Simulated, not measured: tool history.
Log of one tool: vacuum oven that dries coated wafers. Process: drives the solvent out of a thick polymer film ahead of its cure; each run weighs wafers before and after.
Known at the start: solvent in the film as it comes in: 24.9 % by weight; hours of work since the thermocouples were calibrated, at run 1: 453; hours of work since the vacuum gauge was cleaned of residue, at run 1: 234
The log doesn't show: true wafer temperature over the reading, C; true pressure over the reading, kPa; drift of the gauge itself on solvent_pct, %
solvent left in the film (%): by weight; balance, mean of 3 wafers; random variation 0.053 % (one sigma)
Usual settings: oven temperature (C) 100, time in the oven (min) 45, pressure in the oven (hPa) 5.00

run,day,oven temperature (C),time in the oven (min),pressure in the oven (hPa),hours of work since the thermocouples were calibrated,hours of work since the vacuum gauge was cleaned of residue,solvent left in the film (%)
1,0.000,100,45,5.00,453,234,2.22
2,0.300,100,45,5.00,456,237,2.17
3,0.771,100,45,5.00,461,242,2.23
4,1.262,100,45,5.00,466,247,2.16
5,1.725,100,45,5.00,471,252,2.15
6,2.133,100,45,7.72,475,256,2.65
7,2.542,100,45,3.08,480,261,1.98
8,3.133,100,45,4.81,486,267,2.17
9,3.438,100,45,4.81,489,270,2.25
10,3.858,100,45,4.81,494,275,2.15
11,4.429,100,45,4.81,500,281,2.22
12,5.012,100,45,4.81,506,287,2.13
13,5.379,100,45,4.81,510,291,2.20
14,5.667,104,45,5.00,513,294,1.48
15,5.992,100,45,12.54,516,297,3.57
16,6.254,100,35,12.54,519,300,4.49
17,6.750,100,35,12.54,524,305,4.45
18,7.288,100,45,5.00,530,311,2.27
19,7.904,100,45,5.00,536,317,2.32
20,8.225,100,45,5.00,540,321,2.31
21,8.821,100,45,5.00,546,327,2.28
# day 8.925: vacuum gauge cleaned of residue and calibrated
22,9.200,100,45,5.00,549,3,2.53
23,9.508,100,59,5.00,553,6,1.82
# day 9.829: vacuum gauge cleaned of residue and calibrated, once more
24,9.829,101,68,11.30,555,0,2.25
25,10.229,113,39,6.04,559,4,0.75
26,10.638,113,39,6.04,564,9,0.77
27,10.888,113,39,6.04,566,11,0.70
28,11.367,90,39,6.04,571,16,6.84
29,11.700,97,40,18.33,575,20,5.80
30,12.242,100,23,5.00,581,25,5.39
31,12.700,106,59,10.22,586,30,1.55
32,13.217,106,59,10.22,591,36,1.59
33,13.733,106,75,3.42,596,41,0.61
34,14.258,91,27,3.42,602,47,8.55
35,14.575,99,23,17.65,605,50,7.90
36,15.050,99,27,3.04,610,55,4.64
37,15.458,99,27,3.04,615,59,4.66
38,15.917,99,27,3.04,620,64,4.69
39,16.350,99,27,8.19,624,69,5.44
40,16.804,88,27,5.15,629,74,10.42
41,17.196,91,45,7.40,633,78,5.91
42,17.583,90,58,15.94,637,82,6.96
43,18.092,114,23,2.64,643,87,1.01
44,18.562,114,23,2.64,647,92,1.02
45,19.054,100,51,5.00,653,97,1.80
46,19.379,100,27,16.42,656,101,6.39

Measured less the same run without the tool's hidden state. The same run-to-run variation is in both; the gauge's scatter may not be:
run,solvent left in the film (%)
1,+0.30
2,+0.30
3,+0.32
4,+0.32
5,+0.32
6,+0.34
7,+0.33
8,+0.34
9,+0.35
10,+0.35
11,+0.36
12,+0.36
13,+0.37
14,+0.30
15,+0.40
16,+0.43
17,+0.44
18,+0.39
19,+0.40
20,+0.40
21,+0.41
22,+0.57
23,+0.53
24,+0.06
25,+0.03
26,+0.03
27,+0.03
28,+0.32
29,+0.26
30,+0.30
31,+0.07
32,+0.07
33,+0.04
34,+0.37
35,+0.37
36,+0.32
37,+0.34
38,+0.34
39,+0.35
40,+0.41
41,+0.40
42,+0.42
43,+0.14
44,+0.14
45,+0.21
46,+0.40
